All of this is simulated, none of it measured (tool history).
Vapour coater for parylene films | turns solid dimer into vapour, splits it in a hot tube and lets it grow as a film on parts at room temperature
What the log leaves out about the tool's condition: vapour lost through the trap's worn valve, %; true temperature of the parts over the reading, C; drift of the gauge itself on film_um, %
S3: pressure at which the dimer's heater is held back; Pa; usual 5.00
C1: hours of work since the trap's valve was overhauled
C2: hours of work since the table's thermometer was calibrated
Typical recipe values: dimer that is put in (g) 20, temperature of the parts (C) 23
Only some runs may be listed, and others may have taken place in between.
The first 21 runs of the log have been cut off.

Run 22, hour 559.8: usual settings but dimer that is put in (g) 25; C1 81; C2 755. Result: thickness of the film (nm) 21980.
Run 23, hour 580.5: usual settings but dimer that is put in (g) 25; C1 95; C2 769. Result: thickness of the film (nm) 21930.
Run 24, hour 613.9: usual settings but dimer that is put in (g) 25, temperature of the parts (C) 27, S3 5.58 Pa; C1 119; C2 793. Result: thickness of the film (nm) 20330.
Run 25, hour 640.6: usual settings but dimer that is put in (g) 19, temperature of the parts (C) 28, S3 5.98 Pa; C1 138; C2 812. Result: thickness of the film (nm) 14900.
Run 26, hour 660.7: usual settings but temperature of the parts (C) 29; C1 152; C2 826. Result: thickness of the film (nm) 15670.
Run 27, hour 675.7: usual settings but temperature of the parts (C) 29; C1 163; C2 837. Result: thickness of the film (nm) 15390.
Run 28, hour 709.7: usual settings but dimer that is put in (g) 30, temperature of the parts (C) 16; C1 187; C2 861. Result: thickness of the film (nm) 29090.
Run 29, hour 741.4: usual settings but dimer that is put in (g) 13, temperature of the parts (C) 16, S3 3.81 Pa; C1 209; C2 884. Result: thickness of the film (nm) 12920.
Run 30, hour 774.1: usual settings but dimer that is put in (g) 8, temperature of the parts (C) 29, S3 3.64 Pa; C1 233; C2 907. Result: thickness of the film (nm) 6240.
Run 31, hour 794.6: usual settings but temperature of the parts (C) 19, S3 3.33 Pa; C1 247; C2 921. Result: thickness of the film (nm) 18720.
Run 32, hour 826.0: usual settings but temperature of the parts (C) 19, S3 3.33 Pa; C1 269; C2 944. Result: thickness of the film (nm) 18490.
Run 33, hour 861.7: usual settings but temperature of the parts (C) 19, S3 3.33 Pa; C1 295; C2 969. Result: thickness of the film (nm) 18860.
Run 34, hour 880.6: usual settings but dimer that is put in (g) 30, temperature of the parts (C) 30, S3 10.30 Pa; C1 308; C2 982. Result: thickness of the film (nm) 20710.
Run 35, hour 897.0: usual settings but dimer that is put in (g) 11, temperature of the parts (C) 27, S3 4.95 Pa; C1 320; C2 994. Result: thickness of the film (nm) 8560.
Run 36, hour 929.3: usual settings but temperature of the parts (C) 19, S3 3.00 Pa; C1 343; C2 1017. Result: thickness of the film (nm) 18510.
Run 37, hour 950.8: usual settings but dimer that is put in (g) 12, temperature of the parts (C) 29, S3 6.46 Pa; C1 358; C2 1032. Result: thickness of the film (nm) 8680.
Run 38, hour 983.1: usual settings but dimer that is put in (g) 12, temperature of the parts (C) 29, S3 6.46 Pa; C1 381; C2 1055. Result: thickness of the film (nm) 8650.
Run 39, hour 1010.1: usual settings but dimer that is put in (g) 12, temperature of the parts (C) 29, S3 6.46 Pa; C1 400; C2 1074. Result: thickness of the film (nm) 8680.
Run 40, hour 1030.8: usual settings but dimer that is put in (g) 9, temperature of the parts (C) 31, S3 6.46 Pa; C1 415; C2 1089. Result: thickness of the film (nm) 6220.
Run 41, hour 1062.6: usual settings but dimer that is put in (g) 27, temperature of the parts (C) 31, S3 3.17 Pa; C1 437; C2 1111. Result: thickness of the film (nm) 19360.
Run 42, hour 1090.2: usual settings but dimer that is put in (g) 15, temperature of the parts (C) 15, S3 2.78 Pa; C1 457; C2 1131. Result: thickness of the film (nm) 14320.
Run 43, hour 1124.6: usual settings but dimer that is put in (g) 12, temperature of the parts (C) 17, S3 3.32 Pa; C1 481; C2 1155. Result: thickness of the film (nm) 10820.
At hour 1165.4: trap's valve overhauled.
Run 44, hour 1165.6: usual settings but dimer that is put in (g) 26, temperature of the parts (C) 17, S3 2.59 Pa; C1 0; C2 1181. Result: thickness of the film (nm) 27430.
Run 45, hour 1190.0: usual settings but dimer that is put in (g) 9, temperature of the parts (C) 30, S3 5.71 Pa; C1 17; C2 1199. Result: thickness of the film (nm) 6900.
Run 46, hour 1210.9: usual settings but S3 7.65 Pa; C1 32; C2 1214. Result: thickness of the film (nm) 17170.

Each row is a separate what-if for the run after 46, all from the same tool condition, not one after another. Results?
Run A, hour 1231.6: usual settings but dimer that is put in (g) 22, S3 10.63 Pa; C1 47; C2 1228. Result: thickness of the film (nm) ?.
Run B, hour 1231.6: usual settings but dimer that is put in (g) 30, S3 10.23 Pa; C1 47; C2 1228. Result: thickness of the film (nm) ?.
Run C, hour 1231.6: usual settings but temperature of the parts (C) 24, S3 3.36 Pa; C1 47; C2 1228. Result: thickness of the film (nm) ?.
Run D, hour 1231.6: usual settings but dimer that is put in (g) 35, temperature of the parts (C) 30, S3 5.22 Pa; C1 47; C2 1228. Result: thickness of the film (nm) ?.

run  thickness of the film (nm)
  A                       18530
  B                       25450
  C                       17940
  D                       26970
With no hidden state in the tool, these same runs would have given:
run  thickness of the film (nm)
  A                       19050
  B                       26160
  C                       18440
  D                       27720
